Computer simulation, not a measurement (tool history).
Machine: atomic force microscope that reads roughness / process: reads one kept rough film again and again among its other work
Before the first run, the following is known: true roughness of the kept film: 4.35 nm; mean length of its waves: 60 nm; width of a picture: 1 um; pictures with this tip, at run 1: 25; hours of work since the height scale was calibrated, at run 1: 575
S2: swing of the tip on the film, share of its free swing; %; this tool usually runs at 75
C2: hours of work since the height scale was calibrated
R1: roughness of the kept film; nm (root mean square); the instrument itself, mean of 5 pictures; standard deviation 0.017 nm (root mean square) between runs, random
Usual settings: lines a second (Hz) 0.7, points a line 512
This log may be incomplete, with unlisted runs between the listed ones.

{"run": 1, "hour": 0.0, "lines a second (Hz)": 0.7, "S2": 75, "points a line": 512, "pictures with this tip": 25, "C2": 575, "R1": 4.033}
{"run": 2, "hour": 18.3, "lines a second (Hz)": 0.7, "S2": 75, "points a line": 512, "pictures with this tip": 47, "C2": 588, "R1": 4.045}
{"run": 3, "hour": 40.0, "lines a second (Hz)": 0.7, "S2": 75, "points a line": 512, "pictures with this tip": 74, "C2": 603, "R1": 4.031}
{"run": 4, "hour": 59.1, "lines a second (Hz)": 0.7, "S2": 74, "points a line": 512, "pictures with this tip": 97, "C2": 616, "R1": 4.051}
{"hour": 71.5, "done": "new tip fitted"}
{"run": 5, "hour": 82.2, "lines a second (Hz)": 0.7, "S2": 72, "points a line": 512, "pictures with this tip": 13, "C2": 632, "R1": 4.031}
{"run": 6, "hour": 95.9, "lines a second (Hz)": 0.7, "S2": 72, "points a line": 512, "pictures with this tip": 30, "C2": 641, "R1": 4.085}
{"run": 7, "hour": 106.9, "lines a second (Hz)": 0.628, "S2": 65, "points a line": 360, "pictures with this tip": 43, "C2": 649, "R1": 4.125}
{"run": 8, "hour": 124.6, "lines a second (Hz)": 0.628, "S2": 65, "points a line": 360, "pictures with this tip": 65, "C2": 661, "R1": 4.164}
{"run": 9, "hour": 138.6, "lines a second (Hz)": 2.036, "S2": 86, "points a line": 556, "pictures with this tip": 82, "C2": 671, "R1": 3.397}
{"run": 10, "hour": 158.3, "lines a second (Hz)": 2.921, "S2": 58, "points a line": 320, "pictures with this tip": 106, "C2": 684, "R1": 3.969}
{"hour": 163.6, "done": "new tip fitted"}
{"run": 11, "hour": 171.4, "lines a second (Hz)": 0.707, "S2": 61, "points a line": 349, "pictures with this tip": 10, "C2": 693, "R1": 4.124}

4 ways to go on from here, each from the tool as it stands after run 11. What would each give?
{"run": "A", "hour": 186.7, "lines a second (Hz)": 1.19, "S2": 70, "points a line": 401, "pictures with this tip": 28, "C2": 704, "R1": "?"}
{"run": "B", "hour": 186.7, "lines a second (Hz)": 0.707, "S2": 68, "points a line": 349, "pictures with this tip": 28, "C2": 704, "R1": "?"}
{"run": "C", "hour": 186.7, "lines a second (Hz)": 0.7, "S2": 75, "points a line": 355, "pictures with this tip": 28, "C2": 704, "R1": "?"}
{"run": "D", "hour": 186.7, "lines a second (Hz)": 0.6, "S2": 76, "points a line": 644, "pictures with this tip": 28, "C2": 704, "R1": "?"}

run=A R1=3.994
run=B R1=4.087
run=C R1=4.056
run=D R1=4.053
The same runs, with their run-to-run variation unchanged, on a tool lacking any hidden condition would have given:
run=A R1=3.996
run=B R1=4.089
run=C R1=4.057
run=D R1=4.055

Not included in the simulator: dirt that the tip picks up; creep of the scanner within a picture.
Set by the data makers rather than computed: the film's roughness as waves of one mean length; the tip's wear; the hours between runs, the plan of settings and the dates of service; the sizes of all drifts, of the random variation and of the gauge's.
